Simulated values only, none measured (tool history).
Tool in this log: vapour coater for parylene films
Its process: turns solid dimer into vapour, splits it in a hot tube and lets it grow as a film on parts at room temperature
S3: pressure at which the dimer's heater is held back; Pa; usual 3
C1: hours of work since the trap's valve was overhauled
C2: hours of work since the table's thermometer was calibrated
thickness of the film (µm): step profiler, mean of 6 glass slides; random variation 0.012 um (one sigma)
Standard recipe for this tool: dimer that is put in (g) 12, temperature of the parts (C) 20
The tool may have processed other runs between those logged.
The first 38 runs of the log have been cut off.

Run 39, hour 675.5: usual settings but dimer that is put in (g) 13, temperature of the parts (C) 19, S3 2.08 Pa; C1 7; C2 315. Result: thickness of the film (µm) 2.45.
Run 40, hour 697.4: usual settings but dimer that is put in (g) 13, temperature of the parts (C) 19, S3 2.08 Pa; C1 17; C2 325. Result: thickness of the film (µm) 2.45.
Run 41, hour 716.3: usual settings but S3 3.03 Pa; C1 26; C2 334. Result: thickness of the film (µm) 2.07.
Run 42, hour 726.4: usual settings but dimer that is put in (g) 22, S3 7.31 Pa; C1 31; C2 339. Result: thickness of the film (µm) 3.42.
Run 43, hour 744.9: usual settings but dimer that is put in (g) 22, S3 7.31 Pa; C1 39; C2 347. Result: thickness of the film (µm) 3.39.
Run 44, hour 759.2: usual settings but dimer that is put in (g) 13, temperature of the parts (C) 24, S3 9.06 Pa; C1 46; C2 354. Result: thickness of the film (µm) 1.63.
Run 45, hour 775.4: usual settings but dimer that is put in (g) 13, temperature of the parts (C) 23, S3 5.67 Pa; C1 53; C2 361. Result: thickness of the film (µm) 1.79.
Run 46, hour 785.7: usual settings but dimer that is put in (g) 13, temperature of the parts (C) 23, S3 5.67 Pa; C1 58; C2 366. Result: thickness of the film (µm) 1.8.
Run 47, hour 805.4: usual settings but dimer that is put in (g) 5, temperature of the parts (C) 16, S3 6.28 Pa; C1 67; C2 375. Result: thickness of the film (µm) 0.96.

4 ways to go on from here, each from the tool as it stands after run 47. What would each give?
Run A, hour 817.1: usual settings but dimer that is put in (g) 17, temperature of the parts (C) 19, S3 3.04 Pa; C1 72; C2 380. Result: thickness of the film (µm) ?.
Run B, hour 817.1: usual settings but dimer that is put in (g) 5, temperature of the parts (C) 16, S3 2.57 Pa; C1 72; C2 380. Result: thickness of the film (µm) ?.
Run C, hour 817.1: usual settings but temperature of the parts (C) 23; C1 72; C2 380. Result: thickness of the film (µm) ?.
Run D, hour 817.1: usual settings but dimer that is put in (g) 15, temperature of the parts (C) 17, S3 2.56 Pa; C1 72; C2 380. Result: thickness of the film (µm) ?.

run  thickness of the film (µm)
  A                        3.01
  B                        1.03
  C                        1.76
  D                        2.97
Stripped of hidden state, with their random variation kept, the same runs would have yielded:
run  thickness of the film (µm)
  A                        3.15
  B                        1.08
  C                        1.85
  D                         3.1
